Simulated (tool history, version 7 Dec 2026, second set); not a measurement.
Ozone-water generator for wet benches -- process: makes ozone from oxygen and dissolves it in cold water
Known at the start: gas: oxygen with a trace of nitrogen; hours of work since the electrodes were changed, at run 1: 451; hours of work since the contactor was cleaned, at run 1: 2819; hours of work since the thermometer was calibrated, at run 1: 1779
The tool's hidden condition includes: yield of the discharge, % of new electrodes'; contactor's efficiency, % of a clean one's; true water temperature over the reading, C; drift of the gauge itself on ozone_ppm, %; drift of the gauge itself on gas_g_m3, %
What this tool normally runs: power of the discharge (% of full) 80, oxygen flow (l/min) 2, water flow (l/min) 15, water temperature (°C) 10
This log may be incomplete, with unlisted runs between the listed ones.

run   hour  power of the discharge (% of full)  oxygen flow (l/min)  water flow (l/min)  water temperature (°C)  hours of work since the electrodes were changed  hours of work since the contactor was cleaned  hours of work since the thermometer was calibrated  dissolved ozone (ppm)  ozone in the gas ahead of the water (g/m3)
  1      0                                  80                    2                  15                      10                                              451                                           2819                                                1779                   19.5                                       243.9
  2   73.4                                  80                    2                  15                      10                                              505                                           2873                                                1833                   19.3                                       243.3
  3  140.8                                  80                    2                  15                      10                                              555                                           2923                                                1883                   19.4                                       241.2
  4  185.2                                  80                    2                  15                      10                                              588                                           2956                                                1916                   19.6                                       240.6
  5  259.9                                  57                    2                  15                      10                                              643                                           3011                                                1971                   16.1                                       195.2
  6  305.6                                  57                    2                  15                      10                                              677                                           3045                                                2005                   15.7                                         196
  7  353.9                                  80                    2                  15                      10                                              713                                           3081                                                2041                   19.2                                       241.5
  8  404.3                                  80                    2                  19                      10                                              750                                           3118                                                2078                   15.5                                         240
  9    448                                  80                    2                  24                      10                                              783                                           3151                                                2110                   11.9                                       241.4
 10  495.3                                  80                    2                  24                      10                                              818                                           3186                                                2146                   12.2                                       239.3
 11  547.6                                  80                    2                  24                      10                                              856                                           3224                                                2184                     12                                       235.8
 12  610.7                                  64                    2                  15                      10                                              903                                           3271                                                2231                   16.8                                       207.4

Run 13 comes next. What will it give?
 13  664.1                                  80                    2                  10                      10                                              943                                           3311                                                2271                      ?                                           ?

dissolved ozone (ppm): 27.6
ozone in the gas ahead of the water (g/m3): 238.7
Minus the tool's unlogged condition, the same run would have read dissolved ozone (ppm) 29.3, ozone in the gas ahead of the water (g/m3) 247.5.
